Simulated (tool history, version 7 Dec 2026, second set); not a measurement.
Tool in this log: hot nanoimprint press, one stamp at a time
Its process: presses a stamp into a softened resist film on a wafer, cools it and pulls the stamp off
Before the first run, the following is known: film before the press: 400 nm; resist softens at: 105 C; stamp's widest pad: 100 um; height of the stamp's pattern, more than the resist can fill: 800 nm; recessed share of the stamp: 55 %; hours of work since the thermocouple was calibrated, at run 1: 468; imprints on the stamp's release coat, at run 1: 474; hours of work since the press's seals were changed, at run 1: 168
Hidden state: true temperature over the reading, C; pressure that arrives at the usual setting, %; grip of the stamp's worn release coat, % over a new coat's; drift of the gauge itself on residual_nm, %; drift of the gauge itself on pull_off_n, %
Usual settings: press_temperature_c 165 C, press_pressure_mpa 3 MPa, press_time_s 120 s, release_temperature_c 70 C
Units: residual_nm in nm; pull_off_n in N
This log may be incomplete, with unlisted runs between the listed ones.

run	hour	press_temperature_c	press_pressure_mpa	press_time_s	release_temperature_c	hours of work since the thermocouple was calibrated	imprints on the stamp's release coat	hours of work since the press's seals were changed	residual_nm	pull_off_n
1	0	165	3	120	70	468	474	168	228.1	212
2	12.1	165	3	133	70	474	512	174	218.2	215
3	35.8	165	3	73	70	486	587	186	263.5	211
4	55.1	165	3	73	70	496	648	196	262.7	216
5	80.2	164	3	73	70	509	727	209	271.4	220
6	98.9	165	3	120	70	518	787	219	225.6	217
7	117.8	165	3	120	70	528	847	228	230.7	225
8	137.1	154	3	120	70	538	908	238	331.9	217
# hour 142.4: plate thermocouple calibrated
9	151.8	160	3	120	70	5	945	244	284.3	219
10	164.9	160	3	120	70	12	986	251	285.6	226
11	176.4	160	3	120	70	17	1023	257	284.4	238
12	200.7	160	3.19	101	66	30	1100	269	290.6	239
13	211.1	176	3.19	94	59	35	1133	275	154.2	259
# hour 225.6: plate thermocouple calibrated, once more
14	235.3	165	1.81	183	60	5	1200	286	221.7	250
15	252.4	165	1.81	183	60	14	1254	294	223.6	251
16	270.7	165	1.81	183	60	23	1312	304	225.2	256
17	285.1	165	3	75	70	30	1358	311	255.7	230
# hour 307.3: stamp cleaned and given a new release coat
18	307.3	165	3	75	70	39	0	319	252.6	199
19	320.1	165	3	75	70	45	41	326	254.4	206
20	332.3	166	4.76	182	70	52	79	332	146.9	208
21	350.3	166	4.76	182	70	61	136	341	145.1	201

Each row is a separate what-if for the run after 21, all from the same tool condition, not one after another. Results?
A	363.2	166	4.76	182	56	67	177	348	?	?
B	363.2	166	2.39	182	70	67	177	348	?	?
C	363.2	170	2.97	120	64	67	177	348	?	?

run	residual_nm	pull_off_n
A	146.2	241
B	194.3	209
C	172.7	224
Without the tool's unlogged condition, the same runs would have read:
run	residual_nm	pull_off_n
A	143.9	236
B	192.3	205
C	170.7	220

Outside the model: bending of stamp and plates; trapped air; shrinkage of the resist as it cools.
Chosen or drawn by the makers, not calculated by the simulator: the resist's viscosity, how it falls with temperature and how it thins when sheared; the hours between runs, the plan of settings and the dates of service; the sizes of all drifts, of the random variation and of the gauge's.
